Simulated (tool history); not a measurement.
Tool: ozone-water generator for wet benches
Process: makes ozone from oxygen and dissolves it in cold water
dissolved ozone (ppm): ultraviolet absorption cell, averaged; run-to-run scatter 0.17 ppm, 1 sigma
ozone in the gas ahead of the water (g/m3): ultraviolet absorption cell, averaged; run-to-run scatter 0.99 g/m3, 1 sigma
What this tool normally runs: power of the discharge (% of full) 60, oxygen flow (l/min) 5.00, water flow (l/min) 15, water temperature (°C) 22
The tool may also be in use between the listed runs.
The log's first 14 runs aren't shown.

run,hour,power of the discharge (% of full),oxygen flow (l/min),water flow (l/min),water temperature (°C),dissolved ozone (ppm),ozone in the gas ahead of the water (g/m3)
15,1968.3,46,5.00,15,22,16.6,132.8
16,2162.0,71,5.00,15,22,22.6,181.2
17,2334.2,60,5.00,15,22,19.7,160.4
18,2501.0,60,5.00,15,28,17.9,160.0
19,2678.9,60,8.75,19,22,17.9,132.4
20,2806.4,63,6.17,15,22,20.7,150.7
21,2944.8,76,4.56,12,23,25.6,194.0
22,3083.9,60,5.00,15,24,18.9,158.6
23,3276.8,60,5.00,15,24,19.1,157.6
24,3366.6,60,2.50,15,22,17.1,203.0
25,3549.8,85,5.00,17,22,22.9,201.7
26,3691.8,85,5.00,17,22,22.7,202.0
27,3818.2,89,5.53,14,17,29.6,200.6
# hour 3982.4: contactor cleaned
28,3982.4,83,5.04,18,20,23.4,195.0
29,4158.5,50,3.57,15,14,19.1,154.5
30,4325.0,57,5.00,10,22,24.3,150.3
31,4476.5,48,5.00,15,18,18.6,133.7
32,4628.4,87,5.00,15,22,25.4,200.2
# hour 4713.4: water thermometer calibrated
33,4747.0,87,5.00,14,22,27.1,202.5

Alternative continuations, all from the tool just after run 33; predict every row:
A,4937.1,87,7.05,20,22,?,?
B,4937.1,60,3.68,15,25,?,?
C,4937.1,57,5.00,14,22,?,?

run,dissolved ozone (ppm),ozone in the gas ahead of the water (g/m3)
A,22.7,177.9
B,18.1,173.3
C,19.9,148.3
Without the tool's hidden state the same runs would have given:
run,dissolved ozone (ppm),ozone in the gas ahead of the water (g/m3)
A,25.8,201.5
B,19.9,190.7
C,21.9,162.6

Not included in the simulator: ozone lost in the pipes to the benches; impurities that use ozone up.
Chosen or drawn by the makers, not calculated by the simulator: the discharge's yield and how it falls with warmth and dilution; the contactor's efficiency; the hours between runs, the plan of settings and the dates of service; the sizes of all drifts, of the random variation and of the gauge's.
